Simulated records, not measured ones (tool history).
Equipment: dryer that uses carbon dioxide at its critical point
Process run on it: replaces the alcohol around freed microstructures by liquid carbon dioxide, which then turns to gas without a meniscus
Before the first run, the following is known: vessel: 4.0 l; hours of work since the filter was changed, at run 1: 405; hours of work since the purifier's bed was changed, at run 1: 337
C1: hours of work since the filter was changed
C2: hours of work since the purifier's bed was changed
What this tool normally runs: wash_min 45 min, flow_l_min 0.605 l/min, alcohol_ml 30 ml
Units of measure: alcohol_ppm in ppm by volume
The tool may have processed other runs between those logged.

Run 1, hour 0: usual settings; C1 405; C2 337. Result: alcohol_ppm 36 ppm by volume.
Run 2, hour 7.9: usual settings; C1 410; C2 343. Result: alcohol_ppm 45 ppm by volume.
Run 3, hour 14.9: usual settings; C1 415; C2 348. Result: alcohol_ppm 30 ppm by volume.
Run 4, hour 25: usual settings; C1 423; C2 355. Result: alcohol_ppm 39 ppm by volume.
Run 5, hour 33.7: usual settings but wash_min 62 min; C1 429; C2 361. Result: alcohol_ppm 18 ppm by volume.
Run 6, hour 41.1: usual settings but wash_min 62 min; C1 434; C2 366. Result: alcohol_ppm 30 ppm by volume.
Run 7, hour 49.4: usual settings; C1 440; C2 372. Result: alcohol_ppm 38 ppm by volume.
Run 8, hour 59.3: usual settings; C1 447; C2 379. Result: alcohol_ppm 40 ppm by volume.
Run 9, hour 66.9: usual settings; C1 453; C2 385. Result: alcohol_ppm 42 ppm by volume.
Run 10, hour 78: usual settings; C1 460; C2 393. Result: alcohol_ppm 36 ppm by volume.
Run 11, hour 85.6: usual settings; C1 466; C2 398. Result: alcohol_ppm 35 ppm by volume.
Run 12, hour 90.6: usual settings; C1 469; C2 402. Result: alcohol_ppm 34 ppm by volume.
Run 13, hour 102.3: usual settings; C1 478; C2 410. Result: alcohol_ppm 37 ppm by volume.
At hour 112.7: inlet filter changed.
Run 14, hour 114.1: usual settings but wash_min 38 min; C1 1; C2 418. Result: alcohol_ppm 49 ppm by volume.
Run 15, hour 122.3: usual settings but wash_min 38 min; C1 7; C2 424. Result: alcohol_ppm 55 ppm by volume.
Run 16, hour 127.5: usual settings but wash_min 38 min; C1 11; C2 427. Result: alcohol_ppm 58 ppm by volume.
Run 17, hour 136.7: usual settings; C1 17; C2 434. Result: alcohol_ppm 38 ppm by volume.
Run 18, hour 145.1: usual settings; C1 23; C2 440. Result: alcohol_ppm 35 ppm by volume.
Run 19, hour 150.6: usual settings; C1 27; C2 444. Result: alcohol_ppm 31 ppm by volume.
Run 20, hour 159.9: usual settings but wash_min 31 min, flow_l_min 0.93 l/min, alcohol_ml 24 ml; C1 34; C2 450. Result: alcohol_ppm 38 ppm by volume.
Run 21, hour 167.7: usual settings but wash_min 28 min, flow_l_min 0.369 l/min, alcohol_ml 24 ml; C1 39; C2 456. Result: alcohol_ppm 542 ppm by volume.
Run 22, hour 176.4: usual settings but wash_min 28 min, flow_l_min 0.369 l/min, alcohol_ml 24 ml; C1 45; C2 462. Result: alcohol_ppm 553 ppm by volume.
Run 23, hour 183.1: usual settings but wash_min 28 min, flow_l_min 0.369 l/min, alcohol_ml 24 ml; C1 50; C2 467. Result: alcohol_ppm 521 ppm by volume.
Run 24, hour 190.2: usual settings but wash_min 28 min, flow_l_min 0.369 l/min, alcohol_ml 24 ml; C1 55; C2 472. Result: alcohol_ppm 516 ppm by volume.
Run 25, hour 197.9: usual settings but wash_min 52 min, flow_l_min 0.369 l/min, alcohol_ml 29 ml; C1 61; C2 478. Result: alcohol_ppm 104 ppm by volume.
Run 26, hour 207.2: usual settings but flow_l_min 1.02 l/min; C1 67; C2 484. Result: alcohol_ppm 26 ppm by volume.
Run 27, hour 219: usual settings but wash_min 41 min, alcohol_ml 24 ml; C1 76; C2 493. Result: alcohol_ppm 43 ppm by volume.
Run 28, hour 224.7: usual settings but wash_min 41 min, alcohol_ml 24 ml; C1 80; C2 497. Result: alcohol_ppm 40 ppm by volume.
Run 29, hour 235.2: usual settings but wash_min 59 min, alcohol_ml 86 ml; C1 87; C2 504. Result: alcohol_ppm 33 ppm by volume.
Run 30, hour 245.2: usual settings but flow_l_min 0.39 l/min; C1 94; C2 511. Result: alcohol_ppm 142 ppm by volume.
Run 31, hour 254.3: usual settings but wash_min 41 min, flow_l_min 0.666 l/min; C1 101; C2 518. Result: alcohol_ppm 45 ppm by volume.
Run 32, hour 260.1: usual settings but wash_min 63 min, flow_l_min 0.472 l/min, alcohol_ml 45 ml; C1 105; C2 522. Result: alcohol_ppm 43 ppm by volume.
Run 33, hour 270.8: usual settings but wash_min 63 min, flow_l_min 0.472 l/min, alcohol_ml 45 ml; C1 113; C2 529. Result: alcohol_ppm 45 ppm by volume.
Run 34, hour 278.2: usual settings but wash_min 41 min, flow_l_min 0.472 l/min, alcohol_ml 45 ml; C1 118; C2 535. Result: alcohol_ppm 144 ppm by volume.
Run 35, hour 286.3: usual settings but wash_min 52 min, flow_l_min 0.472 l/min, alcohol_ml 38 ml; C1 124; C2 541. Result: alcohol_ppm 58 ppm by volume.

Here are 3 independent what-if runs from the current tool condition. What would each one return?
Run A, hour 295.6: usual settings but wash_min 52 min, flow_l_min 0.472 l/min, alcohol_ml 27 ml; C1 130; C2 547. Result: alcohol_ppm ?.
Run B, hour 295.6: usual settings but wash_min 39 min, flow_l_min 0.663 l/min, alcohol_ml 90 ml; C1 130; C2 547. Result: alcohol_ppm ?.
Run C, hour 295.6: usual settings but wash_min 57 min, flow_l_min 0.568 l/min, alcohol_ml 62 ml; C1 130; C2 547. Result: alcohol_ppm ?.

run  alcohol_ppm
  A           58
  B           72
  C           37
With the hidden condition removed and each run's random variation left untouched, the same runs would have given:
run  alcohol_ppm
  A           29
  B           40
  C           10

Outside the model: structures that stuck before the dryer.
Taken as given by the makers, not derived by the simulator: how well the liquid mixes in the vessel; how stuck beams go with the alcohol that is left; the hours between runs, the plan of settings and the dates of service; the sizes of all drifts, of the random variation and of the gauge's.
